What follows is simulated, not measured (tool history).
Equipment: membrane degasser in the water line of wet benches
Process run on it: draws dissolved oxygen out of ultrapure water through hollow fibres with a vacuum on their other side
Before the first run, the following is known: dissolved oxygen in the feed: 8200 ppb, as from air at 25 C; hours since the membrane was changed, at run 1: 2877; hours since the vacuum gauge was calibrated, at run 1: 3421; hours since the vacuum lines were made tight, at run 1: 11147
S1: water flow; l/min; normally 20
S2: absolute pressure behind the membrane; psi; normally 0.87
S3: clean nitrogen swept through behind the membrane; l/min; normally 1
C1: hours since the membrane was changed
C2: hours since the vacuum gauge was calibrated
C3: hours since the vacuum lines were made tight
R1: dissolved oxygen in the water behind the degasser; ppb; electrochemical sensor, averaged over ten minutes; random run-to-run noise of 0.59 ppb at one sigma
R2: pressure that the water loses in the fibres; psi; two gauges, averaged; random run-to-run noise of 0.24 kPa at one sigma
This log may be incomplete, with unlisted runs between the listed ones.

run 1 day=0 | S1=20 S2=0.87 S3=1 | C1=2877 C2=3421 C3=11147 | R1=129.1 R2=8.885
run 2 day=3.042 | S1=20 S2=0.87 S3=1 | C1=2950 C2=3494 C3=11220 | R1=129.1 R2=8.904
run 3 day=5.233 | S1=20 S2=0.87 S3=1 | C1=3003 C2=3547 C3=11272 | R1=128.6 R2=8.926
run 4 day=7.429 | S1=20 S2=0.87 S3=1 | C1=3055 C2=3599 C3=11325 | R1=129 R2=8.905
run 5 day=11.021 | S1=20 S2=0.725 S3=1 | C1=3141 C2=3686 C3=11411 | R1=85 R2=8.873
-- day=11.425 vacuum gauge calibrated
run 6 day=14.767 | S1=20 S2=0.87 S3=1 | C1=3231 C2=80 C3=11500 | R1=128.5 R2=8.807
run 7 day=17.392 | S1=20 S2=0.87 S3=1 | C1=3294 C2=143 C3=11563 | R1=129 R2=8.882
-- day=21.15 vacuum gauge calibrated, once more
run 8 day=21.179 | S1=20 S2=0.87 S3=1 | C1=3384 C2=1 C3=11654 | R1=127.8 R2=8.975
run 9 day=23.55 | S1=31 S2=1.954 S3=1 | C1=3441 C2=58 C3=11711 | R1=649.1 R2=13.774
run 10 day=26.438 | S1=31 S2=1.954 S3=1 | C1=3510 C2=127 C3=11780 | R1=651.4 R2=13.757
run 11 day=28.925 | S1=15 S2=1.973 S3=2.46 | C1=3570 C2=187 C3=11840 | R1=153.7 R2=6.653
run 12 day=31.954 | S1=15 S2=1.973 S3=2.46 | C1=3643 C2=259 C3=11912 | R1=153 R2=6.68

For run 13, what comes out?
run 13 day=33.862 | S1=15 S2=1.028 S3=2.46 | C1=3689 C2=305 C3=11958 | R1=? R2=?

R1: 58.5 ppb
R2: 6.691 psi
Without the tool's hidden state the same run would have given R1 57.9 ppb, R2 6.598 psi.
